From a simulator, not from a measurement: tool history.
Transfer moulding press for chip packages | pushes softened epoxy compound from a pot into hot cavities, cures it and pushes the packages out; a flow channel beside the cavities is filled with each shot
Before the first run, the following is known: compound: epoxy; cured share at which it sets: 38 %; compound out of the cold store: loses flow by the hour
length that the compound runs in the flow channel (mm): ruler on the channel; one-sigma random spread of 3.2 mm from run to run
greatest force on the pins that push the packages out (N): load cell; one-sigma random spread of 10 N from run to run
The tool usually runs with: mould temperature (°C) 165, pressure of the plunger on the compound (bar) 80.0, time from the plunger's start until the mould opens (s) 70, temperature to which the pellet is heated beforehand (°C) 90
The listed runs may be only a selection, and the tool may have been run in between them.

run,hour,mould temperature (°C),pressure of the plunger on the compound (bar),time from the plunger's start until the mould opens (s),temperature to which the pellet is heated beforehand (°C),incoming compound's hours out of the cold store,length that the compound runs in the flow channel (mm),greatest force on the pins that push the packages out (N)
1,0.0,165,80.0,70,90,17.1,1001,606
2,24.3,165,80.0,70,90,22.3,978,739
3,40.3,165,80.0,70,90,35.4,926,764
# hour 51.2: cavities cleaned with cleaning compound and waxed
4,56.1,165,80.0,70,90,42.1,906,539
5,85.9,165,80.0,70,90,24.2,959,736
# hour 110.0: cavities cleaned with cleaning compound and waxed
6,112.6,165,80.0,70,90,12.2,1006,546
7,134.6,165,80.0,70,90,27.3,945,702
8,161.6,165,80.0,70,90,24.1,948,770
# hour 169.6: cavities cleaned with cleaning compound and waxed
9,179.4,165,80.0,70,90,27.7,931,595
10,204.9,165,80.0,70,90,38.7,888,736
# hour 229.5: cavities cleaned with cleaning compound and waxed
11,229.8,169,80.0,70,90,15.2,953,419
12,242.8,169,80.0,70,90,28.9,899,535
13,261.6,169,80.0,70,90,41.4,853,603
# hour 288.6: cavities cleaned with cleaning compound and waxed
14,293.0,169,80.0,70,90,31.4,885,436
# hour 319.2: plunger's sealing rings changed
15,323.4,169,80.0,70,90,44.1,888,566
# hour 350.5: cavities cleaned with cleaning compound and waxed
16,350.8,169,80.0,70,90,45.3,883,411
17,381.5,165,80.0,70,84,17.5,991,737
# hour 400.8: mould's thermocouples calibrated
# hour 410.7: cavities cleaned with cleaning compound and waxed
18,414.3,166,73.3,77,90,17.0,939,451
19,443.0,166,73.3,77,90,42.0,848,570
# hour 468.4: cavities cleaned with cleaning compound and waxed
20,474.1,165,80.0,70,90,37.6,896,520
21,489.6,165,80.0,70,90,11.1,990,632
22,510.6,165,86.9,70,90,45.0,912,704
# hour 527.1: cavities cleaned with cleaning compound and waxed
23,536.8,158,86.9,62,90,13.3,1048,1251
24,563.5,161,70.7,81,98,28.7,876,704
25,579.9,161,70.7,63,86,37.3,842,1155
# hour 585.5: cavities cleaned with cleaning compound and waxed
26,595.0,161,70.7,63,86,35.8,843,858
27,622.0,162,80.0,70,90,30.0,915,851
# hour 644.4: cavities cleaned with cleaning compound and waxed
# hour 649.4: plunger's sealing rings changed
28,652.8,162,80.0,70,90,15.6,1016,663
29,677.4,162,89.2,74,87,22.5,1043,749

Each row is a separate what-if for the run after 29, all from the same tool condition, not one after another. Results?
# hour 706.0: cavities cleaned with cleaning compound and waxed
A,707.6,162,99.7,95,94,11.7,?,?
# hour 706.0: cavities cleaned with cleaning compound and waxed
B,707.6,165,80.0,70,90,33.0,?,?
# hour 706.0: cavities cleaned with cleaning compound and waxed
C,707.6,162,97.3,96,87,14.6,?,?

run,length that the compound runs in the flow channel (mm),greatest force on the pins that push the packages out (N)
A,1142,414
B,928,487
C,1120,410
Without the tool's hidden state the same runs would have given:
run,length that the compound runs in the flow channel (mm),greatest force on the pins that push the packages out (N)
A,1155,393
B,939,462
C,1133,389
